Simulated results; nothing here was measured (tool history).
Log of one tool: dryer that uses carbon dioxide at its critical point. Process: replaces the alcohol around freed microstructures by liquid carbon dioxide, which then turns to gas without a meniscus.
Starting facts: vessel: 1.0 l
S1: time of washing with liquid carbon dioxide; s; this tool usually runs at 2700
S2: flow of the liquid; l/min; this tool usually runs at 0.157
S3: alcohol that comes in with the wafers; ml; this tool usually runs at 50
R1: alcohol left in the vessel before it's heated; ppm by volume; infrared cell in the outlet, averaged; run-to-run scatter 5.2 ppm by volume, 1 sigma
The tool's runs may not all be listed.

Run 1, day 0: usual settings. Result: R1 200 ppm by volume.
Run 2, day 2.467: usual settings but S2 0.144 l/min. Result: R1 322 ppm by volume.
Run 3, day 4.283: usual settings but S2 0.144 l/min. Result: R1 350 ppm by volume.
Run 4, day 6.038: usual settings but S2 0.144 l/min. Result: R1 374 ppm by volume.
Run 5, day 8.288: usual settings but S2 0.144 l/min. Result: R1 408 ppm by volume.
At day 9.875: inlet filter changed.
Run 6, day 10.025: usual settings but S2 0.144 l/min. Result: R1 208 ppm by volume.
Run 7, day 12.121: usual settings. Result: R1 183 ppm by volume.
Run 8, day 14.558: usual settings. Result: R1 193 ppm by volume.
Run 9, day 16.85: usual settings. Result: R1 215 ppm by volume.
Run 10, day 18.571: usual settings. Result: R1 208 ppm by volume.
Run 11, day 20.746: usual settings. Result: R1 228 ppm by volume.
Run 12, day 22.983: usual settings. Result: R1 261 ppm by volume.
Run 13, day 25.325: usual settings. Result: R1 278 ppm by volume.
Run 14, day 26.875: usual settings. Result: R1 291 ppm by volume.
Run 15, day 28.667: usual settings. Result: R1 324 ppm by volume.
Run 16, day 29.808: usual settings but S2 0.147 l/min. Result: R1 408 ppm by volume.
Run 17, day 31.317: usual settings but S1 4140 s, S2 0.151 l/min, S3 42 ml. Result: R1 129 ppm by volume.
Run 18, day 33.496: usual settings but S1 2640 s, S2 0.179 l/min, S3 27 ml. Result: R1 202 ppm by volume.
At day 34.596: inlet filter changed.
Run 19, day 34.596: usual settings but S2 0.168 l/min, S3 56 ml. Result: R1 192 ppm by volume.
Run 20, day 35.729: usual settings but S1 2640 s, S2 0.104 l/min, S3 22 ml. Result: R1 495 ppm by volume.
Run 21, day 38.088: usual settings but S1 2640 s, S2 0.104 l/min, S3 22 ml. Result: R1 515 ppm by volume.
Run 22, day 39.396: usual settings but S1 2280 s, S2 0.127 l/min, S3 112 ml. Result: R1 1754 ppm by volume.
Run 23, day 41.883: usual settings but S1 2280 s, S2 0.127 l/min, S3 112 ml. Result: R1 1899 ppm by volume.
Run 24, day 44.162: usual settings but S1 2280 s, S2 0.127 l/min, S3 112 ml. Result: R1 2032 ppm by volume.
Run 25, day 46.279: usual settings but S1 3960 s, S2 0.12 l/min, S3 64 ml. Result: R1 254 ppm by volume.
Run 26, day 48.321: usual settings but S1 1620 s, S2 0.205 l/min, S3 94 ml. Result: R1 1211 ppm by volume.
Run 27, day 50.267: usual settings but S1 1800 s, S2 0.235 l/min, S3 25 ml. Result: R1 269 ppm by volume.
Run 28, day 52.071: usual settings but S1 1800 s, S2 0.117 l/min, S3 116 ml. Result: R1 7103 ppm by volume.
Run 29, day 53.529: usual settings but S1 2640 s, S2 0.256 l/min, S3 23 ml. Result: R1 197 ppm by volume.
Run 30, day 55.75: usual settings but S1 2640 s, S2 0.256 l/min, S3 52 ml. Result: R1 209 ppm by volume.
Run 31, day 57.588: usual settings but S1 1980 s, S2 0.207 l/min, S3 85 ml. Result: R1 700 ppm by volume.
Run 32, day 58.842: usual settings but S1 1980 s, S2 0.207 l/min, S3 85 ml. Result: R1 720 ppm by volume.

What if the next run were any one of these 3? Each begins from the tool's condition after run 32:
At day 59.35: inlet filter changed.
Run A, day 60.038: usual settings but S1 3060 s, S2 0.107 l/min, S3 73 ml. Result: R1 ?.
At day 59.35: inlet filter changed.
Run B, day 60.038: usual settings but S1 2160 s, S2 0.197 l/min, S3 27 ml. Result: R1 ?.
At day 59.35: inlet filter changed.
Run C, day 60.038: usual settings but S2 0.127 l/min. Result: R1 ?.

run   R1
  A  723
  B  262
  C  502
With no hidden state in the tool, these same runs would have given:
run   R1
  A  504
  B   58
  C  292

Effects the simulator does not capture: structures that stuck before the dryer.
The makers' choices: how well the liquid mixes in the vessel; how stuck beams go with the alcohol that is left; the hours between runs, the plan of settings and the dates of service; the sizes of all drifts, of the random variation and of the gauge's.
